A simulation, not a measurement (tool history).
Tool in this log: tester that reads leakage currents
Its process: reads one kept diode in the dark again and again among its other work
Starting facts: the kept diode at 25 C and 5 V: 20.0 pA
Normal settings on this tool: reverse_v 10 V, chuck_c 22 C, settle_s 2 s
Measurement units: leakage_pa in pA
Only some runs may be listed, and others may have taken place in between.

run 1 hour=0 | reverse_v=10 chuck_c=22 settle_s=2 | leakage_pa=25.08
run 2 hour=127.4 | reverse_v=10 chuck_c=22 settle_s=2 | leakage_pa=25.83
run 3 hour=264.4 | reverse_v=10 chuck_c=22 settle_s=2 | leakage_pa=26.29
run 4 hour=418.8 | reverse_v=10 chuck_c=22 settle_s=2 | leakage_pa=26.86
run 5 hour=539.4 | reverse_v=10 chuck_c=22 settle_s=0.85 | leakage_pa=29.59
run 6 hour=622.5 | reverse_v=10 chuck_c=22 settle_s=0.85 | leakage_pa=29.84
run 7 hour=738.5 | reverse_v=10 chuck_c=22 settle_s=6.4 | leakage_pa=27.08
run 8 hour=913.5 | reverse_v=10 chuck_c=22 settle_s=6.4 | leakage_pa=27.83
run 9 hour=1049 | reverse_v=10 chuck_c=22 settle_s=6.4 | leakage_pa=28.41
run 10 hour=1219.4 | reverse_v=10 chuck_c=22 settle_s=6.4 | leakage_pa=29.22
run 11 hour=1363.9 | reverse_v=10 chuck_c=22 settle_s=1.51 | leakage_pa=31.75
run 12 hour=1458.2 | reverse_v=10 chuck_c=50 settle_s=2 | leakage_pa=217.45
run 13 hour=1649.4 | reverse_v=10 chuck_c=22 settle_s=0.46 | leakage_pa=37.82
run 14 hour=1775.3 | reverse_v=3.3 chuck_c=39 settle_s=2 | leakage_pa=51.81
-- hour=1822.1 probe card cleaned and baked
run 15 hour=1935.8 | reverse_v=15.4 chuck_c=23 settle_s=1.46 | leakage_pa=33.23
run 16 hour=2102.5 | reverse_v=15.4 chuck_c=23 settle_s=1.46 | leakage_pa=34.37
run 17 hour=2251.4 | reverse_v=1.1 chuck_c=26 settle_s=3.69 | leakage_pa=9.26
run 18 hour=2401.3 | reverse_v=10 chuck_c=20 settle_s=2 | leakage_pa=21.93
run 19 hour=2579 | reverse_v=1.2 chuck_c=47 settle_s=2 | leakage_pa=50.69
run 20 hour=2720 | reverse_v=2.2 chuck_c=51 settle_s=0.89 | leakage_pa=94.75
run 21 hour=2829.2 | reverse_v=2.2 chuck_c=51 settle_s=0.89 | leakage_pa=95.3
-- hour=2870.8 chuck's temperature calibrated
run 22 hour=3017 | reverse_v=2.2 chuck_c=51 settle_s=0.89 | leakage_pa=102.38
run 23 hour=3162.4 | reverse_v=10 chuck_c=49 settle_s=2 | leakage_pa=204.04
run 24 hour=3304 | reverse_v=1.4 chuck_c=25 settle_s=2 | leakage_pa=10.95
run 25 hour=3401.1 | reverse_v=5.6 chuck_c=37 settle_s=7.9 | leakage_pa=60.78
run 26 hour=3495.1 | reverse_v=2.5 chuck_c=34 settle_s=8.26 | leakage_pa=30.54

Per-run results on a tool with no hidden state, each run keeping its own random variation:
What the log doesn't record here: stray current of the dirty probe card, pA a volt; current scale over the true one, %; true chuck temperature over the reading, C; drift of the gauge itself on leakage_pa, %.
run=1 leakage_pa=24.17
run=2 leakage_pa=24.35
run=3 leakage_pa=24.25
run=4 leakage_pa=24.21
run=5 leakage_pa=26.41
run=6 leakage_pa=26.31
run=7 leakage_pa=23
run=8 leakage_pa=23.04
run=9 leakage_pa=23.01
run=10 leakage_pa=23.02
run=11 leakage_pa=24.83
run=12 leakage_pa=219.45
run=13 leakage_pa=29.73
run=14 leakage_pa=51.71
run=15 leakage_pa=34.75
run=16 leakage_pa=34.63
run=17 leakage_pa=9.86
run=18 leakage_pa=20.6
run=19 leakage_pa=55.24
run=20 leakage_pa=103.47
run=21 leakage_pa=104.39
run=22 leakage_pa=103.81
run=23 leakage_pa=203.56
run=24 leakage_pa=10.26
run=25 leakage_pa=58.6
run=26 leakage_pa=29.71

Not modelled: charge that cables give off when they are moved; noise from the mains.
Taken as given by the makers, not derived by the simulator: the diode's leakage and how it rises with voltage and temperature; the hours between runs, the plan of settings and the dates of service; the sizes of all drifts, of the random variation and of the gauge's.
